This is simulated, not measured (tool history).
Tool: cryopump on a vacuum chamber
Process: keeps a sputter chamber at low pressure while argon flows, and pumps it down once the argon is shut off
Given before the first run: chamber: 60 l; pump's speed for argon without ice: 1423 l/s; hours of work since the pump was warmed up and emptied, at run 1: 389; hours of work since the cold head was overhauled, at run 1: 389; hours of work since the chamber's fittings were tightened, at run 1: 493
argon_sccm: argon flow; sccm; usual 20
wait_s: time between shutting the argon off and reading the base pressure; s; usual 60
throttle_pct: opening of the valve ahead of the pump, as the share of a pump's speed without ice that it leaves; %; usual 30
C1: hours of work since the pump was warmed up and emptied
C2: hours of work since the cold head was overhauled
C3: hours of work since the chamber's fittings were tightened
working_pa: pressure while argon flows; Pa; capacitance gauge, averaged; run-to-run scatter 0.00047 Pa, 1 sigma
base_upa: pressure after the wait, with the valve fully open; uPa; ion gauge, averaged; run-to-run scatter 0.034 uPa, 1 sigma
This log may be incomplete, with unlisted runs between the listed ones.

run 1 hour=0 | argon_sccm=20 wait_s=60 throttle_pct=30 | C1=389 C2=389 C3=493 | working_pa=0.0824 base_upa=2.07
run 2 hour=77.3 | argon_sccm=28 wait_s=60 throttle_pct=30 | C1=421 C2=421 C3=526 | working_pa=0.1157 base_upa=2.09
-- hour=111.6 pump warmed up, emptied and cooled again
run 3 hour=158.1 | argon_sccm=20 wait_s=60 throttle_pct=30 | C1=19 C2=452 C3=557 | working_pa=0.079 base_upa=2.14
run 4 hour=229.3 | argon_sccm=20 wait_s=55 throttle_pct=30 | C1=49 C2=482 C3=587 | working_pa=0.0799 base_upa=2.24
run 5 hour=303.3 | argon_sccm=20 wait_s=55 throttle_pct=30 | C1=80 C2=513 C3=618 | working_pa=0.0793 base_upa=2.21
run 6 hour=391.2 | argon_sccm=20 wait_s=133 throttle_pct=30 | C1=116 C2=549 C3=654 | working_pa=0.0812 base_upa=1.18
run 7 hour=457.9 | argon_sccm=20 wait_s=60 throttle_pct=30 | C1=144 C2=577 C3=682 | working_pa=0.0809 base_upa=2.08
run 8 hour=504.5 | argon_sccm=20 wait_s=60 throttle_pct=30 | C1=164 C2=597 C3=701 | working_pa=0.0816 base_upa=2.16
run 9 hour=553 | argon_sccm=33 wait_s=60 throttle_pct=30 | C1=184 C2=617 C3=722 | working_pa=0.1329 base_upa=2.07
run 10 hour=603.2 | argon_sccm=20 wait_s=63 throttle_pct=30 | C1=205 C2=638 C3=743 | working_pa=0.08 base_upa=2.02
run 11 hour=681.4 | argon_sccm=20 wait_s=63 throttle_pct=27 | C1=237 C2=670 C3=775 | working_pa=0.0903 base_upa=2.05
run 12 hour=742.9 | argon_sccm=20 wait_s=60 throttle_pct=46 | C1=263 C2=696 C3=801 | working_pa=0.0535 base_upa=2.24

What does the tool deliver on the next run?
run 13 hour=811.4 | argon_sccm=20 wait_s=60 throttle_pct=46 | C1=291 C2=724 C3=829 | working_pa=? base_upa=?

Run 13 yielded working_pa 0.0544 Pa, base_upa 2.18 uPa.
With no hidden state in the tool, this same run would have given working_pa 0.0518 Pa, base_upa 1.86 uPa.
